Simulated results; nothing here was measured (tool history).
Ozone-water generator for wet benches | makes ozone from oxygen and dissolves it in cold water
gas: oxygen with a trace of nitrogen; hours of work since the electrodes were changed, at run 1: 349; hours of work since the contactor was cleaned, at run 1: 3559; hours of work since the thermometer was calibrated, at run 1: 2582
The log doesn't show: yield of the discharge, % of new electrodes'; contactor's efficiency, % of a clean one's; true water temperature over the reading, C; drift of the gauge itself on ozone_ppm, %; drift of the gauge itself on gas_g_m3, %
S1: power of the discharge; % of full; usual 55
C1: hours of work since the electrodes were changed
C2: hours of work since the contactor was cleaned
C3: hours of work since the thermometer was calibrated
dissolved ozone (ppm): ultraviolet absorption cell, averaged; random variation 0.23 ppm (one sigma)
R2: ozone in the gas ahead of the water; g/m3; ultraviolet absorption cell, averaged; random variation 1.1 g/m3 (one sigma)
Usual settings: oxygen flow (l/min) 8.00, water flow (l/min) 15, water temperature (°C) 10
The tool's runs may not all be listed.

Run 1, hour 0.0: usual settings; C1 349; C2 3559; C3 2582. Result: dissolved ozone (ppm) 33.3, R2 185.3 g/m3.
Run 2, hour 38.4: usual settings; C1 378; C2 3587; C3 2611. Result: dissolved ozone (ppm) 33.9, R2 185.9 g/m3.
Run 3, hour 72.9: usual settings; C1 403; C2 3613; C3 2636. Result: dissolved ozone (ppm) 33.6, R2 186.7 g/m3.
Run 4, hour 122.4: usual settings; C1 440; C2 3650; C3 2673. Result: dissolved ozone (ppm) 33.7, R2 186.8 g/m3.
Run 5, hour 164.6: usual settings; C1 471; C2 3681; C3 2704. Result: dissolved ozone (ppm) 33.8, R2 187.9 g/m3.
Run 6, hour 198.3: usual settings but water temperature (°C) 9; C1 496; C2 3706; C3 2729. Result: dissolved ozone (ppm) 34.2, R2 187.9 g/m3.
Run 7, hour 235.1: usual settings but water temperature (°C) 9; C1 524; C2 3733; C3 2756. Result: dissolved ozone (ppm) 34.3, R2 185.8 g/m3.
Run 8, hour 304.2: usual settings but S1 58 % of full; C1 575; C2 3784; C3 2808. Result: dissolved ozone (ppm) 36.0, R2 197.8 g/m3.
Run 9, hour 359.8: usual settings but S1 49 % of full, water temperature (°C) 6; C1 616; C2 3825; C3 2849. Result: dissolved ozone (ppm) 32.2, R2 167.5 g/m3.
Run 10, hour 414.3: usual settings but S1 49 % of full, water temperature (°C) 6; C1 657; C2 3866; C3 2889. Result: dissolved ozone (ppm) 32.2, R2 167.2 g/m3.
Run 11, hour 467.9: usual settings but S1 56 % of full, oxygen flow (l/min) 10.75, water flow (l/min) 13; C1 696; C2 3906; C3 2929. Result: dissolved ozone (ppm) 37.0, R2 170.5 g/m3.
Run 12, hour 501.0: usual settings but S1 66 % of full, oxygen flow (l/min) 10.75, water flow (l/min) 13, water temperature (°C) 14; C1 721; C2 3930; C3 2953. Result: dissolved ozone (ppm) 39.3, R2 198.2 g/m3.
Run 13, hour 559.2: usual settings but oxygen flow (l/min) 6.13; C1 764; C2 3973; C3 2997. Result: dissolved ozone (ppm) 32.8, R2 205.1 g/m3.
Run 14, hour 587.7: usual settings but oxygen flow (l/min) 6.13; C1 785; C2 3994; C3 3018. Result: dissolved ozone (ppm) 33.3, R2 208.1 g/m3.
Run 15, hour 632.2: usual settings but oxygen flow (l/min) 12.80, water flow (l/min) 9; C1 818; C2 4027; C3 3051. Result: dissolved ozone (ppm) 41.2, R2 155.6 g/m3.
Run 16, hour 678.2: usual settings but S1 52 % of full, oxygen flow (l/min) 4.82; C1 852; C2 4061; C3 3085. Result: dissolved ozone (ppm) 30.4, R2 214.7 g/m3.

5 ways to go on from here, each from the tool as it stands after run 16. What would each give?
Run A, hour 733.4: usual settings but S1 57 % of full; C1 893; C2 4102; C3 3126. Result: dissolved ozone (ppm) ?, R2 ?.
Run B, hour 733.4: usual settings but S1 52 % of full, oxygen flow (l/min) 13.18, water flow (l/min) 16; C1 893; C2 4102; C3 3126. Result: dissolved ozone (ppm) ?, R2 ?.
Run C, hour 733.4: usual settings but S1 69 % of full; C1 893; C2 4102; C3 3126. Result: dissolved ozone (ppm) ?, R2 ?.
Run D, hour 733.4: usual settings but water flow (l/min) 10; C1 893; C2 4102; C3 3126. Result: dissolved ozone (ppm) ?, R2 ?.
Run E, hour 733.4: usual settings but S1 47 % of full, water temperature (°C) 11; C1 893; C2 4102; C3 3126. Result: dissolved ozone (ppm) ?, R2 ?.

run  dissolved ozone (ppm)     R2
  A                   34.9  193.0
  B                   31.1  146.0
  C                   41.8  231.1
  D                   41.7  188.7
  E                   28.6  160.8
Without the tool's hidden state the same runs would have given:
run  dissolved ozone (ppm)     R2
  A                   34.9  193.1
  B                   31.1  146.0
  C                   41.8  231.2
  D                   41.8  188.8
  E                   28.6  160.8
